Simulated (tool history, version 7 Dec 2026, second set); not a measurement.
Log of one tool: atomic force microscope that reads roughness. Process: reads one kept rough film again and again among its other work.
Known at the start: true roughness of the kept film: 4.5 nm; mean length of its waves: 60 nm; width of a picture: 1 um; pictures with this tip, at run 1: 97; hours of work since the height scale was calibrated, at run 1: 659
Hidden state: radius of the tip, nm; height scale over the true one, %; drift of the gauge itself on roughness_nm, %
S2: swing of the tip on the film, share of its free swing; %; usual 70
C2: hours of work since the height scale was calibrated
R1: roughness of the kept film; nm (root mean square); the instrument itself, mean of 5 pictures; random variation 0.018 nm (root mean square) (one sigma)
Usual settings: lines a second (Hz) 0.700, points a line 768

run 1 hour=0.0 | lines_a_second_(Hz)=0.700 S2=70 points_a_line=768 | pictures_with_this_tip=97 C2=659 | R1=4.197
-- hour=13.9 new tip fitted
run 2 hour=35.1 | lines_a_second_(Hz)=0.700 S2=70 points_a_line=768 | pictures_with_this_tip=43 C2=683 | R1=4.232
run 3 hour=65.1 | lines_a_second_(Hz)=0.700 S2=70 points_a_line=682 | pictures_with_this_tip=105 C2=703 | R1=4.143
-- hour=76.6 new tip fitted
run 4 hour=114.3 | lines_a_second_(Hz)=0.700 S2=70 points_a_line=682 | pictures_with_this_tip=77 C2=737 | R1=4.233
-- hour=141.4 new tip fitted
run 5 hour=154.3 | lines_a_second_(Hz)=0.700 S2=70 points_a_line=682 | pictures_with_this_tip=27 C2=764 | R1=4.230
run 6 hour=185.5 | lines_a_second_(Hz)=0.700 S2=57 points_a_line=768 | pictures_with_this_tip=91 C2=785 | R1=4.234
-- hour=204.3 new tip fitted
run 7 hour=232.8 | lines_a_second_(Hz)=0.700 S2=77 points_a_line=768 | pictures_with_this_tip=58 C2=817 | R1=4.155
-- hour=266.0 new tip fitted
run 8 hour=281.2 | lines_a_second_(Hz)=0.700 S2=77 points_a_line=768 | pictures_with_this_tip=31 C2=850 | R1=4.214
run 9 hour=312.3 | lines_a_second_(Hz)=0.700 S2=77 points_a_line=768 | pictures_with_this_tip=95 C2=872 | R1=4.124
-- hour=326.6 new tip fitted
run 10 hour=355.9 | lines_a_second_(Hz)=0.700 S2=77 points_a_line=768 | pictures_with_this_tip=60 C2=901 | R1=4.207
-- hour=388.7 new tip fitted
run 11 hour=403.2 | lines_a_second_(Hz)=0.700 S2=77 points_a_line=768 | pictures_with_this_tip=30 C2=933 | R1=4.242
run 12 hour=441.2 | lines_a_second_(Hz)=0.700 S2=77 points_a_line=768 | pictures_with_this_tip=108 C2=959 | R1=4.127
-- hour=452.6 new tip fitted
run 13 hour=470.3 | lines_a_second_(Hz)=0.700 S2=70 points_a_line=975 | pictures_with_this_tip=37 C2=979 | R1=4.280
run 14 hour=490.4 | lines_a_second_(Hz)=0.700 S2=84 points_a_line=768 | pictures_with_this_tip=78 C2=993 | R1=4.103
-- hour=515.4 new tip fitted
run 15 hour=530.0 | lines_a_second_(Hz)=0.700 S2=84 points_a_line=768 | pictures_with_this_tip=30 C2=1019 | R1=4.153
-- hour=578.3 new tip fitted
run 16 hour=579.5 | lines_a_second_(Hz)=0.700 S2=84 points_a_line=768 | pictures_with_this_tip=3 C2=1053 | R1=4.198
run 17 hour=608.5 | lines_a_second_(Hz)=0.700 S2=84 points_a_line=768 | pictures_with_this_tip=62 C2=1073 | R1=4.107
-- hour=639.0 new tip fitted
run 18 hour=656.3 | lines_a_second_(Hz)=0.700 S2=84 points_a_line=768 | pictures_with_this_tip=36 C2=1105 | R1=4.172
run 19 hour=687.1 | lines_a_second_(Hz)=0.700 S2=84 points_a_line=768 | pictures_with_this_tip=99 C2=1127 | R1=4.080
-- hour=700.5 new tip fitted
run 20 hour=722.4 | lines_a_second_(Hz)=0.700 S2=84 points_a_line=768 | pictures_with_this_tip=45 C2=1150 | R1=4.143
run 21 hour=745.2 | lines_a_second_(Hz)=1.506 S2=74 points_a_line=883 | pictures_with_this_tip=92 C2=1166 | R1=4.034
-- hour=763.5 new tip fitted
run 22 hour=787.0 | lines_a_second_(Hz)=0.672 S2=79 points_a_line=342 | pictures_with_this_tip=48 C2=1194 | R1=4.207
run 23 hour=811.1 | lines_a_second_(Hz)=1.460 S2=59 points_a_line=768 | pictures_with_this_tip=98 C2=1211 | R1=4.181
-- hour=826.1 new tip fitted
run 24 hour=835.0 | lines_a_second_(Hz)=1.460 S2=59 points_a_line=768 | pictures_with_this_tip=18 C2=1227 | R1=4.261
run 25 hour=875.1 | lines_a_second_(Hz)=1.460 S2=59 points_a_line=768 | pictures_with_this_tip=101 C2=1254 | R1=4.177
-- hour=887.9 new tip fitted
run 26 hour=921.3 | lines_a_second_(Hz)=0.891 S2=62 points_a_line=343 | pictures_with_this_tip=69 C2=1286 | R1=4.207
-- hour=949.1 new tip fitted
run 27 hour=949.1 | lines_a_second_(Hz)=0.700 S2=70 points_a_line=551 | pictures_with_this_tip=0 C2=1305 | R1=4.289
run 28 hour=971.7 | lines_a_second_(Hz)=0.700 S2=70 points_a_line=551 | pictures_with_this_tip=47 C2=1320 | R1=4.235
run 29 hour=994.4 | lines_a_second_(Hz)=0.700 S2=56 points_a_line=768 | pictures_with_this_tip=93 C2=1336 | R1=4.206
-- hour=1013.1 new tip fitted
run 30 hour=1037.6 | lines_a_second_(Hz)=2.901 S2=70 points_a_line=515 | pictures_with_this_tip=50 C2=1365 | R1=3.962
-- hour=1073.8 new tip fitted
run 31 hour=1073.8 | lines_a_second_(Hz)=2.901 S2=70 points_a_line=515 | pictures_with_this_tip=0 C2=1389 | R1=4.046
run 32 hour=1103.4 | lines_a_second_(Hz)=2.901 S2=70 points_a_line=502 | pictures_with_this_tip=61 C2=1410 | R1=3.996
run 33 hour=1127.5 | lines_a_second_(Hz)=2.901 S2=70 points_a_line=502 | pictures_with_this_tip=110 C2=1426 | R1=3.899
-- hour=1135.9 new tip fitted
run 34 hour=1163.0 | lines_a_second_(Hz)=1.358 S2=84 points_a_line=262 | pictures_with_this_tip=56 C2=1450 | R1=3.949
-- hour=1197.5 new tip fitted
run 35 hour=1207.0 | lines_a_second_(Hz)=1.358 S2=84 points_a_line=262 | pictures_with_this_tip=19 C2=1480 | R1=3.985
run 36 hour=1230.6 | lines_a_second_(Hz)=1.540 S2=79 points_a_line=338 | pictures_with_this_tip=68 C2=1496 | R1=4.021
run 37 hour=1253.8 | lines_a_second_(Hz)=1.540 S2=79 points_a_line=338 | pictures_with_this_tip=116 C2=1512 | R1=3.916
-- hour=1260.4 new tip fitted
run 38 hour=1295.9 | lines_a_second_(Hz)=1.540 S2=79 points_a_line=338 | pictures_with_this_tip=73 C2=1541 | R1=4.013
-- hour=1320.8 new tip fitted
run 39 hour=1332.0 | lines_a_second_(Hz)=2.938 S2=79 points_a_line=846 | pictures_with_this_tip=23 C2=1565 | R1=3.804

4 ways to go on from here, each from the tool as it stands after run 39. What would each give?
run A hour=1355.7 | lines_a_second_(Hz)=2.735 S2=56 points_a_line=768 | pictures_with_this_tip=71 C2=1581 | R1=?
run B hour=1355.7 | lines_a_second_(Hz)=3.897 S2=73 points_a_line=569 | pictures_with_this_tip=71 C2=1581 | R1=?
run C hour=1355.7 | lines_a_second_(Hz)=0.643 S2=63 points_a_line=277 | pictures_with_this_tip=71 C2=1581 | R1=?
run D hour=1355.7 | lines_a_second_(Hz)=0.700 S2=70 points_a_line=691 | pictures_with_this_tip=71 C2=1581 | R1=?

run=A R1=4.177
run=B R1=3.776
run=C R1=4.258
run=D R1=4.218
Without the tool's hidden state the same runs would have given:
run=A R1=4.250
run=B R1=3.842
run=C R1=4.333
run=D R1=4.292
